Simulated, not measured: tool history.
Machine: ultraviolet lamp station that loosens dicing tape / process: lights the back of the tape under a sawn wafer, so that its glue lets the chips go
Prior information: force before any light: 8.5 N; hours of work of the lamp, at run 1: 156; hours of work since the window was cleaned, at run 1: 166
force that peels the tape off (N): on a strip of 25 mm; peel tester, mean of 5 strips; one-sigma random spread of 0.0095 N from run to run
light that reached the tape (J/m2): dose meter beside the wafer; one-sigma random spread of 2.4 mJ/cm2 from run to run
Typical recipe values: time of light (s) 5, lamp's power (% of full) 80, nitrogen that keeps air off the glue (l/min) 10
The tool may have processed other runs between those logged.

run     day  time of light (s)  lamp's power (% of full)  nitrogen that keeps air off the glue (l/min)  hours of work of the lamp  hours of work since the window was cleaned  force that peels the tape off (N)  light that reached the tape (J/m2)
  1       0                  5                        80                                            10                        156                                         166                              0.432                                2590
  2   0.671                  5                        80                                            15                        163                                         173                              0.352                                2540
  3    1.05                  5                        80                                            14                        167                                         177                              0.351                                2560
  4   1.471                  5                        80                                            14                        171                                         182                              0.361                                2570
  5   2.075                  5                        80                                            14                        178                                         188                              0.361                                2610
  6   2.596                  5                        80                                            14                        183                                         194                               0.36                                2550
  7   3.042                  5                        99                                            10                        188                                         198                              0.314                                3150
  8   3.392                  5                        99                                            10                        192                                         202                              0.321                                3150
  9   3.696                  6                        80                                            10                        195                                         205                              0.333                                3080
 10   4.321                  6                        83                                            10                        202                                         212                              0.313                                3210
 11   4.808                  6                        80                                            10                        207                                         217                              0.341                                3070
 12   5.508                  6                        80                                            10                        215                                         225                              0.346                                3030
 13   6.075                  6                        80                                            10                        221                                         231                              0.348                                3080
 14   6.583                  6                        80                                            10                        226                                         236                              0.345                                3050
 15   7.283                  5                        80                                            10                        234                                         244                              0.454                                2540
 16   7.988                  3                        80                                            10                        241                                         251                              1.158                                1520
 17   8.317                  3                        80                                            10                        245                                         255                               1.19                                1480
 18   8.738                  3                        80                                            10                        249                                         259                              1.192                                1520
 19   9.442                  3                        80                                            10                        257                                         267                              1.234                                1530
 20   9.954                  3                        80                                            10                        262                                         272                              1.224                                1530
 21  10.254                  5                        71                                            10                        265                                         275                              0.564                                2210
 22  10.821                  5                        64                                            10                        271                                         281                              0.719                                2030
 23  11.442                  5                        64                                            10                        278                                         288                              0.698                                1980
 24  11.738                  5                        64                                            10                        281                                         291                              0.689                                1970
 25  12.212                  4                        80                                             7                        286                                         296                              0.893                                2000
 26    12.7                  2                        71                                             4                        291                                         301                              3.783                                 870
 27  13.221                  5                        66                                            18                        297                                         307                              0.475                                2060
 28    13.6                  5                        66                                            18                        301                                         311                              0.452                                2040
 29  14.196                  5                        66                                            18                        307                                         317                              0.467                                2050
 30  14.588                  7                        66                                            18                        312                                         322                              0.283                                2890
 31  14.954                  2                        95                                             5                        316                                         326                              2.618                                1180
 32  15.375                  3                        99                                             5                        320                                         330                              1.387                                1840
 33  15.938                  7                        68                                            16                        326                                         336                              0.298                                2960
 34  16.346                  4                        68                                             5                        330                                         340                              1.615                                1680
 35  16.817                  5                        74                                            10                        335                                         345                              0.538                                2260
 36  17.271                  3                        87                                            15                        340                                         350                              0.821                                1570
 37  17.633                  3                        87                                            15                        344                                         354                              0.815                                1580
 38  18.138                  3                        87                                            15                        350                                         360                              0.802                                1570
 39  18.625                  5                        97                                            10                        355                                         365                              0.362                                3010
 40  19.183                  5                        63                                            13                        361                                         371                              0.646                                1940
 41  19.496                  7                        65                                            13                        364                                         374                              0.344                                2770
 42  20.108                  3                        62                                            11                        371                                         381                              1.817                                1140
 43  20.562                  2                        61                                            11                        375                                         386                              3.113                                 730

Run by run, hidden condition taken away, random variation retained:
Hidden state at play: lamp's light, % of a new lamp's; light that the window lets through, % of a clean one's; drift of the gauge itself on peel_n, %; drift of the gauge itself on dose_mj_cm2, %.
run  force that peels the tape off (N)  light that reached the tape (J/m2)
  1                              0.397                                2710
  2                              0.328                                2680
  3                              0.325                                2690
  4                              0.334                                2720
  5                              0.334                                2760
  6                              0.332                                2700
  7                              0.292                                3340
  8                              0.299                                3340
  9                              0.308                                3270
 10                              0.291                                3410
 11                              0.315                                3270
 12                              0.318                                3240
 13                              0.319                                3290
 14                              0.316                                3260
 15                              0.403                                2720
 16                              1.017                                1630
 17                              1.045                                1600
 18                              1.044                                1640
 19                              1.077                                1650
 20                              1.066                                1650
 21                              0.486                                2400
 22                              0.615                                2200
 23                              0.594                                2150
 24                              0.586                                2150
 25                               0.76                                2180
 26                              3.514                                 950
 27                              0.408                                2250
 28                              0.387                                2240
 29                              0.398                                2240
 30                              0.261                                3170
 31                               2.34                                1290
 32                              1.181                                2020
 33                              0.273                                3260
 34                              1.382                                1850
 35                              0.447                                2500
 36                              0.675                                1740
 37                              0.671                                1750
 38                              0.655                                1740
 39                              0.316                                3340
 40                              0.529                                2160
 41                              0.302                                3080
 42                              1.538                                1270
 43                              2.768                                 820
